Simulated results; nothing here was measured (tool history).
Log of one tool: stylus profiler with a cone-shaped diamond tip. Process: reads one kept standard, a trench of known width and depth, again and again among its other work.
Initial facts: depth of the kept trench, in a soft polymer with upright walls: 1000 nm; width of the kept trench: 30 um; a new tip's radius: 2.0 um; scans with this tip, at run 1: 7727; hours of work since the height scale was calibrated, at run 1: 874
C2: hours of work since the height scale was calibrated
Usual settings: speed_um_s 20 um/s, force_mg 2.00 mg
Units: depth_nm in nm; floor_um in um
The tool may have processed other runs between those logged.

{"run": 1, "hour": 0.0, "speed_um_s": 20, "force_mg": 2.0, "scans with this tip": 7727, "C2": 874, "depth_nm": 1008.35, "floor_um": 24.41}
{"run": 2, "hour": 19.1, "speed_um_s": 20, "force_mg": 2.0, "scans with this tip": 7812, "C2": 884, "depth_nm": 1008.71, "floor_um": 24.37}
{"run": 3, "hour": 37.2, "speed_um_s": 20, "force_mg": 2.0, "scans with this tip": 7892, "C2": 893, "depth_nm": 1008.21, "floor_um": 24.36}
{"run": 4, "hour": 48.8, "speed_um_s": 44, "force_mg": 2.0, "scans with this tip": 7943, "C2": 899, "depth_nm": 1008.78, "floor_um": 24.26}
{"run": 5, "hour": 64.6, "speed_um_s": 20, "force_mg": 2.0, "scans with this tip": 8013, "C2": 907, "depth_nm": 1008.88, "floor_um": 24.32}
{"hour": 69.9, "done": "new tip fitted, height scale calibrated"}
{"run": 6, "hour": 84.8, "speed_um_s": 20, "force_mg": 2.0, "scans with this tip": 66, "C2": 7, "depth_nm": 1005.31, "floor_um": 26.48}
{"run": 7, "hour": 96.2, "speed_um_s": 20, "force_mg": 2.0, "scans with this tip": 116, "C2": 13, "depth_nm": 1005.54, "floor_um": 26.5}
{"run": 8, "hour": 108.5, "speed_um_s": 13, "force_mg": 2.0, "scans with this tip": 171, "C2": 19, "depth_nm": 1005.79, "floor_um": 26.45}
{"run": 9, "hour": 117.7, "speed_um_s": 13, "force_mg": 2.0, "scans with this tip": 211, "C2": 24, "depth_nm": 1005.91, "floor_um": 26.5}
{"run": 10, "hour": 136.3, "speed_um_s": 13, "force_mg": 2.0, "scans with this tip": 294, "C2": 33, "depth_nm": 1005.58, "floor_um": 26.45}
{"run": 11, "hour": 156.5, "speed_um_s": 20, "force_mg": 2.0, "scans with this tip": 383, "C2": 43, "depth_nm": 1005.52, "floor_um": 26.42}
{"run": 12, "hour": 176.6, "speed_um_s": 20, "force_mg": 2.0, "scans with this tip": 472, "C2": 53, "depth_nm": 1005.37, "floor_um": 26.38}
{"run": 13, "hour": 193.0, "speed_um_s": 20, "force_mg": 0.91, "scans with this tip": 544, "C2": 62, "depth_nm": 1003.4, "floor_um": 26.33}
{"run": 14, "hour": 210.4, "speed_um_s": 20, "force_mg": 0.91, "scans with this tip": 621, "C2": 70, "depth_nm": 1003.43, "floor_um": 26.23}
{"run": 15, "hour": 223.6, "speed_um_s": 20, "force_mg": 0.91, "scans with this tip": 680, "C2": 77, "depth_nm": 1003.37, "floor_um": 26.24}
{"run": 16, "hour": 235.3, "speed_um_s": 50, "force_mg": 0.9, "scans with this tip": 731, "C2": 83, "depth_nm": 1003.15, "floor_um": 26.08}
{"run": 17, "hour": 251.1, "speed_um_s": 62, "force_mg": 1.53, "scans with this tip": 801, "C2": 91, "depth_nm": 1005.07, "floor_um": 26.08}
{"run": 18, "hour": 266.2, "speed_um_s": 62, "force_mg": 1.53, "scans with this tip": 868, "C2": 98, "depth_nm": 1004.94, "floor_um": 26.13}
{"run": 19, "hour": 277.8, "speed_um_s": 13, "force_mg": 0.9, "scans with this tip": 919, "C2": 104, "depth_nm": 1003.67, "floor_um": 26.22}
{"run": 20, "hour": 297.1, "speed_um_s": 13, "force_mg": 0.9, "scans with this tip": 1004, "C2": 114, "depth_nm": 1003.59, "floor_um": 26.18}
{"run": 21, "hour": 315.7, "speed_um_s": 25, "force_mg": 2.27, "scans with this tip": 1086, "C2": 123, "depth_nm": 1006.1, "floor_um": 26.12}
{"run": 22, "hour": 336.2, "speed_um_s": 19, "force_mg": 3.96, "scans with this tip": 1177, "C2": 133, "depth_nm": 1009.05, "floor_um": 26.18}
{"run": 23, "hour": 354.4, "speed_um_s": 19, "force_mg": 3.96, "scans with this tip": 1257, "C2": 142, "depth_nm": 1009.48, "floor_um": 26.07}
{"run": 24, "hour": 373.2, "speed_um_s": 37, "force_mg": 2.83, "scans with this tip": 1340, "C2": 152, "depth_nm": 1007.9, "floor_um": 25.97}
{"run": 25, "hour": 389.0, "speed_um_s": 37, "force_mg": 2.83, "scans with this tip": 1410, "C2": 160, "depth_nm": 1007.47, "floor_um": 26.01}
{"run": 26, "hour": 404.8, "speed_um_s": 17, "force_mg": 3.9, "scans with this tip": 1480, "C2": 167, "depth_nm": 1008.85, "floor_um": 25.99}
{"run": 27, "hour": 421.5, "speed_um_s": 65, "force_mg": 2.02, "scans with this tip": 1554, "C2": 176, "depth_nm": 1005.78, "floor_um": 25.78}
{"run": 28, "hour": 435.9, "speed_um_s": 29, "force_mg": 1.55, "scans with this tip": 1618, "C2": 183, "depth_nm": 1005.27, "floor_um": 25.92}
{"run": 29, "hour": 452.9, "speed_um_s": 29, "force_mg": 1.55, "scans with this tip": 1693, "C2": 191, "depth_nm": 1005.3, "floor_um": 25.88}
{"run": 30, "hour": 469.5, "speed_um_s": 70, "force_mg": 3.52, "scans with this tip": 1766, "C2": 200, "depth_nm": 1008.63, "floor_um": 25.81}

Take each entry between the runs: how does the hidden state at the last listed run before it differ from the hidden state at the first listed run after it?
Runs 5 to 6: new tip fitted, height scale calibrated (hour 69.9)
  radius of the tip, um: 4.42 -> 1.99; height scale over the true one, %: 0.334 -> 0.007
  measured result minus the result with no hidden state, depth_nm: +3.36 -> +0.06 nm; floor_um: -2.14 -> +0.01 um
